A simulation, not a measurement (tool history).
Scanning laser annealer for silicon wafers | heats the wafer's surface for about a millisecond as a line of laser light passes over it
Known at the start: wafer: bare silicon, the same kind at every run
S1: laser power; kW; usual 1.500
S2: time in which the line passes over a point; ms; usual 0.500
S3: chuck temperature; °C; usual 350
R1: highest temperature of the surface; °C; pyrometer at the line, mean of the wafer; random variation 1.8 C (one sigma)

| run | day | S1 | S2 | S3 | R1 |
|---|---|---|---|---|---|
| 1 | 0.000 | 1.500 | 0.500 | 350 | 1025 |
| 2 | 3.450 | 1.500 | 0.500 | 350 | 1019 |
|  | 3.838 | window over the wafer cleaned |
| 3 | 6.775 | 1.500 | 0.500 | 350 | 1040 |
| 4 | 10.150 | 1.500 | 0.500 | 350 | 1036 |
| 5 | 12.629 | 1.500 | 0.500 | 350 | 1037 |
| 6 | 15.483 | 1.500 | 0.500 | 350 | 1033 |
| 7 | 18.692 | 1.500 | 0.500 | 350 | 1029 |
| 8 | 21.192 | 1.500 | 0.515 | 350 | 1032 |
| 9 | 24.517 | 1.394 | 0.420 | 359 | 929 |
| 10 | 27.262 | 1.468 | 0.590 | 317 | 1018 |
|  | 27.762 | optics aligned, line set to its width |
| 11 | 28.921 | 1.468 | 0.590 | 317 | 1010 |
|  | 29.796 | window over the wafer cleaned |
| 12 | 31.233 | 1.468 | 0.590 | 317 | 1030 |
| 13 | 33.929 | 1.306 | 0.475 | 315 | 880 |
|  | 36.288 | optics aligned, line set to its width, once more |
| 14 | 37.146 | 1.277 | 0.421 | 363 | 896 |
| 15 | 39.796 | 1.277 | 0.421 | 363 | 899 |

Hidden state or all else? Some run-to-run changes of R1, split into what the settings, what came in and random variation would give without the hidden state, and what is left for the hidden state (with any gauge scatter that isn't in both results):
The hidden state here: light that passes the window, % of a clean one's; laser's true power over the reading, %; width of the line over the set one, %; drift of the gauge itself on peak_c, C.
Run 11 -> 12: window over the wafer cleaned. R1 +20 °C: hidden state +24, all else -4.
Run 12 -> 13: S1 1.468 -> 1.306, S2 0.590 -> 0.475, S3 317 -> 315. R1 -150 °C: hidden state +2, all else -152.
